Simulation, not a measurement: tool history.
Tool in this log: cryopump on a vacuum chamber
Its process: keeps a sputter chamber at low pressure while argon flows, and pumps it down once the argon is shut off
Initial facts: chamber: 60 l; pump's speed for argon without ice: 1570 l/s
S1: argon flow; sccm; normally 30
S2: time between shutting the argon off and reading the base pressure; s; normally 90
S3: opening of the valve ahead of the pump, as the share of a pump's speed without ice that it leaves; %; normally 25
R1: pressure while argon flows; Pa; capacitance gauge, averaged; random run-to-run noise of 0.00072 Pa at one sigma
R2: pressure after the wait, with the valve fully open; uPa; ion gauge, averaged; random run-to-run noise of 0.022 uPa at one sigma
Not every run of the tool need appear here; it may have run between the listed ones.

run	day	S1	S2	S3	R1	R2
1	0.000	30	90	25	0.1323	0.75
2	1.096	30	90	25	0.1333	0.79
3	2.462	30	90	25	0.1330	0.75
4	3.946	30	90	26	0.1285	0.81
5	5.283	17	90	25	0.0758	0.78
6	7.179	17	90	25	0.0759	0.83
7	8.817	17	90	25	0.0764	0.83
8	10.471	17	90	25	0.0761	0.80
9	11.917	17	90	25	0.0775	0.86
10	13.554	30	90	26	0.1305	0.86
11	14.846	14	90	16	0.0976	0.83
12	16.671	21	38	46	0.0532	1.44
13	18.467	12	38	25	0.0542	1.48
14	20.092	59	96	25	0.2687	0.87
15	21.288	13	54	32	0.0468	1.23
16	23.225	13	54	32	0.0474	1.20
17	24.050	13	54	16	0.0916	1.20
18	25.600	18	54	18	0.1132	1.25
19	27.371	18	54	18	0.1138	1.23
20	29.142	18	54	18	0.1147	1.23

Pick out some run-to-run changes in R1. Of each, how much would a tool without hidden state show as well, from the settings, what came in and chance, and how much is left for the hidden state and any gauge scatter not in both results compared?
The hidden state here: pump's speed, % of a pump's without ice; cold plate's temperature, K; leak into the chamber, uPa l/s; drift of the gauge itself on working_pa, %; drift of the gauge itself on base_upa, %.
Run 13 -> 14: S1 12 -> 59, S2 38 -> 96. R1 +0.2145 Pa: hidden state +0.0117, all else +0.2028.
Run 14 -> 15: S1 59 -> 13, S2 96 -> 54, S3 25 -> 32. R1 -0.2219 Pa: hidden state -0.0111, all else -0.2108.
